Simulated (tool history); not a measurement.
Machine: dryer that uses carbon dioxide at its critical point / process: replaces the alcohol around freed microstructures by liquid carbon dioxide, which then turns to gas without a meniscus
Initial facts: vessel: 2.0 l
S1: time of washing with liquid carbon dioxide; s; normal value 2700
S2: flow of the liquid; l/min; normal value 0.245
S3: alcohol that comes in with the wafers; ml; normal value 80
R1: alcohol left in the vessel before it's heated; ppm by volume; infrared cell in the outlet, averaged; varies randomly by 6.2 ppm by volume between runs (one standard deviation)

Run 1, hour 0.0: usual settings. Result: R1 486 ppm by volume.
Run 2, hour 59.4: usual settings. Result: R1 543 ppm by volume.
Run 3, hour 98.3: usual settings. Result: R1 570 ppm by volume.
At hour 140.7: inlet filter changed.
Run 4, hour 142.1: usual settings but S3 50 ml. Result: R1 225 ppm by volume.
Run 5, hour 194.5: usual settings but S2 0.228 l/min. Result: R1 454 ppm by volume.
Run 6, hour 235.3: usual settings but S2 0.228 l/min. Result: R1 481 ppm by volume.
Run 7, hour 264.8: usual settings but S1 2040 s. Result: R1 1053 ppm by volume.
Run 8, hour 320.7: usual settings but S3 21 ml. Result: R1 189 ppm by volume.
Run 9, hour 387.4: usual settings but S3 21 ml. Result: R1 210 ppm by volume.
Run 10, hour 441.5: usual settings but S1 3840 s, S2 0.157 l/min, S3 81 ml. Result: R1 773 ppm by volume.
Run 11, hour 475.8: usual settings but S1 3840 s, S2 0.157 l/min, S3 81 ml. Result: R1 789 ppm by volume.
Run 12, hour 514.1: usual settings but S1 2580 s, S2 0.396 l/min, S3 107 ml. Result: R1 185 ppm by volume.
Run 13, hour 553.5: usual settings but S1 2580 s, S2 0.396 l/min, S3 107 ml. Result: R1 185 ppm by volume.
Run 14, hour 585.7: usual settings but S1 2580 s, S2 0.396 l/min, S3 107 ml. Result: R1 201 ppm by volume.
Run 15, hour 623.7: usual settings but S1 4200 s, S2 0.249 l/min, S3 107 ml. Result: R1 205 ppm by volume.
Run 16, hour 653.3: usual settings but S1 2520 s, S2 0.191 l/min, S3 107 ml. Result: R1 2362 ppm by volume.
Run 17, hour 715.3: usual settings but S1 1740 s, S3 44 ml. Result: R1 1471 ppm by volume.

Each row is a separate what-if for the run after 17, all from the same tool condition, not one after another. Results?
At hour 756.7: inlet filter changed.
Run A, hour 780.7: usual settings but S2 0.374 l/min, S3 26 ml. Result: R1 ?.
At hour 756.7: inlet filter changed.
Run B, hour 780.7: usual settings but S1 2520 s, S2 0.224 l/min, S3 65 ml. Result: R1 ?.
At hour 756.7: inlet filter changed.
Run C, hour 780.7: usual settings but S1 2940 s, S2 0.270 l/min, S3 49 ml. Result: R1 ?.

run   R1
  A  212
  B  660
  C  265
Without the tool's hidden state the same runs would have given:
run   R1
  A    8
  B  437
  C   59
